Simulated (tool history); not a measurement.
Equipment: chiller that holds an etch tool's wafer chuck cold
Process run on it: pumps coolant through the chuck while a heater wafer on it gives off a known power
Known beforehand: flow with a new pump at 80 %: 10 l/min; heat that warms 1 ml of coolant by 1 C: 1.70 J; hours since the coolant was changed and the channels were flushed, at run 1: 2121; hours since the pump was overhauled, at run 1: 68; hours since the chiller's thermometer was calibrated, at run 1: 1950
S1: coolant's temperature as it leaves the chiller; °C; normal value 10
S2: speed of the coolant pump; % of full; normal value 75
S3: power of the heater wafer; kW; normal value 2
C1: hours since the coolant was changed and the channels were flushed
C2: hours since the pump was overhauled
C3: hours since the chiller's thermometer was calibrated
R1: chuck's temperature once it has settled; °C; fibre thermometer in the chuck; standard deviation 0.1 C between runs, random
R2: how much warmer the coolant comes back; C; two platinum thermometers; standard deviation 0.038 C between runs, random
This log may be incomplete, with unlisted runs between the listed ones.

{"run": 1, "day": 0.0, "S1": 10, "S2": 75, "S3": 2, "C1": 2121, "C2": 68, "C3": 1950, "R1": 25.2, "R2": 7.52}
{"run": 2, "day": 2.254, "S1": 10, "S2": 75, "S3": 1.69, "C1": 2175, "C2": 122, "C3": 2004, "R1": 22.9, "R2": 6.31}
{"run": 3, "day": 4.508, "S1": 10, "S2": 83, "S3": 2, "C1": 2229, "C2": 176, "C3": 2058, "R1": 24.1, "R2": 6.74}
{"run": 4, "day": 6.408, "S1": 10, "S2": 83, "S3": 2, "C1": 2275, "C2": 222, "C3": 2104, "R1": 24.1, "R2": 6.79}
{"run": 5, "day": 7.408, "S1": 10, "S2": 83, "S3": 2, "C1": 2299, "C2": 246, "C3": 2128, "R1": 24, "R2": 6.79}
{"run": 6, "day": 9.646, "S1": 10, "S2": 83, "S3": 2, "C1": 2352, "C2": 300, "C3": 2182, "R1": 24, "R2": 6.75}
{"run": 7, "day": 10.608, "S1": 10, "S2": 83, "S3": 2, "C1": 2375, "C2": 323, "C3": 2205, "R1": 24.1, "R2": 6.83}
{"run": 8, "day": 12.192, "S1": 10, "S2": 83, "S3": 2, "C1": 2413, "C2": 361, "C3": 2243, "R1": 24.1, "R2": 6.83}
{"run": 9, "day": 14.129, "S1": 10, "S2": 75, "S3": 2.312, "C1": 2460, "C2": 407, "C3": 2289, "R1": 27.9, "R2": 8.71}
{"run": 10, "day": 16.346, "S1": 10, "S2": 75, "S3": 2.312, "C1": 2513, "C2": 460, "C3": 2342, "R1": 27.8, "R2": 8.69}
{"run": 11, "day": 18.392, "S1": 10, "S2": 75, "S3": 2, "C1": 2562, "C2": 509, "C3": 2391, "R1": 25.6, "R2": 7.55}
{"run": 12, "day": 20.025, "S1": 10, "S2": 75, "S3": 1.613, "C1": 2601, "C2": 549, "C3": 2431, "R1": 22.6, "R2": 6.09}
{"run": 13, "day": 20.983, "S1": 10, "S2": 75, "S3": 2, "C1": 2624, "C2": 572, "C3": 2454, "R1": 25.5, "R2": 7.53}
{"run": 14, "day": 22.396, "S1": 14, "S2": 75, "S3": 2, "C1": 2658, "C2": 606, "C3": 2488, "R1": 29.5, "R2": 7.58}
{"run": 15, "day": 24.058, "S1": 14, "S2": 75, "S3": 1.008, "C1": 2698, "C2": 645, "C3": 2527, "R1": 21.8, "R2": 3.79}
{"run": 16, "day": 25.971, "S1": 14, "S2": 75, "S3": 1.008, "C1": 2744, "C2": 691, "C3": 2573, "R1": 21.9, "R2": 3.85}
{"run": 17, "day": 27.117, "S1": 17, "S2": 90, "S3": 1.008, "C1": 2772, "C2": 719, "C3": 2601, "R1": 23.6, "R2": 3.17}
{"run": 18, "day": 28.704, "S1": 3, "S2": 90, "S3": 1.475, "C1": 2810, "C2": 757, "C3": 2639, "R1": 12.6, "R2": 4.67}
{"run": 19, "day": 30.396, "S1": 10, "S2": 81, "S3": 2, "C1": 2850, "C2": 798, "C3": 2680, "R1": 24.6, "R2": 6.97}
{"run": 20, "day": 32.296, "S1": 13, "S2": 77, "S3": 1.195, "C1": 2896, "C2": 843, "C3": 2725, "R1": 22.2, "R2": 4.43}
{"run": 21, "day": 34.475, "S1": 17, "S2": 83, "S3": 1.057, "C1": 2948, "C2": 895, "C3": 2777, "R1": 24.7, "R2": 3.6}
{"run": 22, "day": 36.417, "S1": 1, "S2": 99, "S3": 2, "C1": 2995, "C2": 942, "C3": 2824, "R1": 13.2, "R2": 5.7}
{"run": 23, "day": 38.225, "S1": 1, "S2": 99, "S3": 2, "C1": 3038, "C2": 985, "C3": 2867, "R1": 13.5, "R2": 5.69}
{"run": 24, "day": 39.454, "S1": 12, "S2": 65, "S3": 2, "C1": 3068, "C2": 1015, "C3": 2897, "R1": 29.7, "R2": 8.81}
{"run": 25, "day": 41.579, "S1": 8, "S2": 86, "S3": 2.378, "C1": 3119, "C2": 1066, "C3": 2948, "R1": 24.4, "R2": 7.78}
{"run": 26, "day": 43.25, "S1": 9, "S2": 75, "S3": 2.771, "C1": 3159, "C2": 1106, "C3": 2988, "R1": 30.7, "R2": 10.57}
{"run": 27, "day": 44.604, "S1": 2, "S2": 66, "S3": 2, "C1": 3191, "C2": 1139, "C3": 3021, "R1": 19.6, "R2": 8.63}
{"run": 28, "day": 45.662, "S1": 9, "S2": 62, "S3": 1.085, "C1": 3217, "C2": 1164, "C3": 3046, "R1": 19.4, "R2": 5.05}
{"run": 29, "day": 47.35, "S1": 5, "S2": 90, "S3": 1.633, "C1": 3257, "C2": 1205, "C3": 3087, "R1": 16.1, "R2": 5.12}
{"run": 30, "day": 48.475, "S1": 10, "S2": 88, "S3": 1.125, "C1": 3284, "C2": 1231, "C3": 3113, "R1": 17.8, "R2": 3.64}
{"run": 31, "day": 50.546, "S1": 10, "S2": 88, "S3": 1.125, "C1": 3334, "C2": 1281, "C3": 3163, "R1": 17.7, "R2": 3.67}

Run by run, hidden condition taken away, random variation retained:
Hidden state present: heat passed by the chuck's channels, % of clean ones'; flow at a given pump speed, % of a new pump's; coolant's true temperature over the reading, C; drift of the gauge itself on chuck_c, C; drift of the gauge itself on warmer_back_c, C.
run=1 R1=24.6 R2=7.54
run=2 R1=22.4 R2=6.31
run=3 R1=23.5 R2=6.74
run=4 R1=23.4 R2=6.79
run=5 R1=23.3 R2=6.79
run=6 R1=23.4 R2=6.74
run=7 R1=23.4 R2=6.82
run=8 R1=23.4 R2=6.81
run=9 R1=27 R2=8.69
run=10 R1=26.9 R2=8.67
run=11 R1=24.8 R2=7.52
run=12 R1=21.9 R2=6.06
run=13 R1=24.7 R2=7.5
run=14 R1=28.7 R2=7.54
run=15 R1=21.3 R2=3.77
run=16 R1=21.4 R2=3.83
run=17 R1=23.1 R2=3.15
run=18 R1=11.9 R2=4.64
run=19 R1=23.7 R2=6.92
run=20 R1=21.6 R2=4.39
run=21 R1=24.1 R2=3.57
run=22 R1=12.4 R2=5.65
run=23 R1=12.7 R2=5.64
run=24 R1=28.6 R2=8.72
run=25 R1=23.3 R2=7.7
run=26 R1=29.2 R2=10.45
run=27 R1=18.4 R2=8.53
run=28 R1=18.6 R2=4.99
run=29 R1=15.2 R2=5.06
run=30 R1=17.2 R2=3.59
run=31 R1=17.1 R2=3.62

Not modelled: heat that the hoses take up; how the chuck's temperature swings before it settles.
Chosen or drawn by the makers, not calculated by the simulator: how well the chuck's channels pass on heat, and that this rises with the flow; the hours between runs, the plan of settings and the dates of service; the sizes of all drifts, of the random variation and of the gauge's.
